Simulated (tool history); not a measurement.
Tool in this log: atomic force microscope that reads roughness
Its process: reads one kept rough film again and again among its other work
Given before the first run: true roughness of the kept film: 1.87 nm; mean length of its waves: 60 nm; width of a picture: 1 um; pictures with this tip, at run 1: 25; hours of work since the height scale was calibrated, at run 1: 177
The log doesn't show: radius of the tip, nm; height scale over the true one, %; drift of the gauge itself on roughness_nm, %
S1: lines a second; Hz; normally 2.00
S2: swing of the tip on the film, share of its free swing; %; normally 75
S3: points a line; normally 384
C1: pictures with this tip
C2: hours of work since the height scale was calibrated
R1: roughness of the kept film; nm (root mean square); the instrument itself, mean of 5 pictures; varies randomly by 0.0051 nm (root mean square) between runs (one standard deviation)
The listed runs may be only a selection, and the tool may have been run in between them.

| run | day | S1 | S2 | S3 | C1 | C2 | R1 |
|---|---|---|---|---|---|---|---|
| 1 | 0.000 | 2.00 | 75 | 384 | 25 | 177 | 1.621 |
| 2 | 0.512 | 2.00 | 75 | 384 | 33 | 182 | 1.610 |
| 3 | 1.254 | 2.00 | 65 | 384 | 45 | 189 | 1.707 |
| 4 | 1.950 | 1.40 | 75 | 384 | 55 | 196 | 1.685 |
| 5 | 2.467 | 1.86 | 75 | 384 | 63 | 201 | 1.630 |
| 6 | 3.208 | 2.00 | 67 | 384 | 75 | 208 | 1.687 |
| 7 | 3.938 | 2.00 | 67 | 384 | 86 | 215 | 1.681 |
| 8 | 4.258 | 2.00 | 75 | 384 | 91 | 218 | 1.607 |
|  | 4.350 | height scale calibrated on a step standard |
| 9 | 4.675 | 2.00 | 75 | 384 | 96 | 3 | 1.605 |
| 10 | 5.342 | 2.00 | 75 | 384 | 107 | 10 | 1.604 |
| 11 | 5.662 | 2.00 | 75 | 503 | 112 | 13 | 1.612 |
| 12 | 6.142 | 2.00 | 75 | 384 | 119 | 17 | 1.613 |
| 13 | 6.871 | 2.00 | 75 | 384 | 130 | 25 | 1.608 |
|  | 6.958 | height scale calibrated on a step standard, once more |
| 14 | 7.396 | 1.12 | 56 | 384 | 138 | 4 | 1.795 |
| 15 | 7.962 | 2.41 | 86 | 616 | 146 | 10 | 1.422 |
| 16 | 8.567 | 2.52 | 57 | 464 | 156 | 16 | 1.733 |
| 17 | 9.317 | 2.52 | 57 | 464 | 167 | 23 | 1.737 |
| 18 | 9.729 | 2.52 | 57 | 464 | 173 | 27 | 1.734 |
| 19 | 10.317 | 2.00 | 86 | 554 | 182 | 33 | 1.471 |
| 20 | 10.846 | 2.00 | 86 | 554 | 191 | 38 | 1.480 |
| 21 | 11.608 | 1.24 | 72 | 271 | 202 | 45 | 1.698 |
| 22 | 12.283 | 2.11 | 75 | 384 | 213 | 52 | 1.594 |
| 23 | 12.662 | 0.72 | 80 | 384 | 218 | 55 | 1.714 |
| 24 | 13.200 | 2.00 | 55 | 350 | 227 | 61 | 1.762 |
| 25 | 13.725 | 2.00 | 55 | 350 | 235 | 66 | 1.755 |

Predict each of these 3 candidate next runs independently; none follows another, all start after run 25:
| A | 14.421 | 2.00 | 84 | 534 | 245 | 73 | ? |
| B | 14.421 | 1.39 | 69 | 882 | 245 | 73 | ? |
| C | 14.421 | 0.57 | 77 | 508 | 245 | 73 | ? |

| run | R1 |
|---|---|
| A | 1.496 |
| B | 1.710 |
| C | 1.748 |
Without the tool's hidden state the same runs would have given:
| run | R1 |
|---|---|
| A | 1.510 |
| B | 1.726 |
| C | 1.765 |
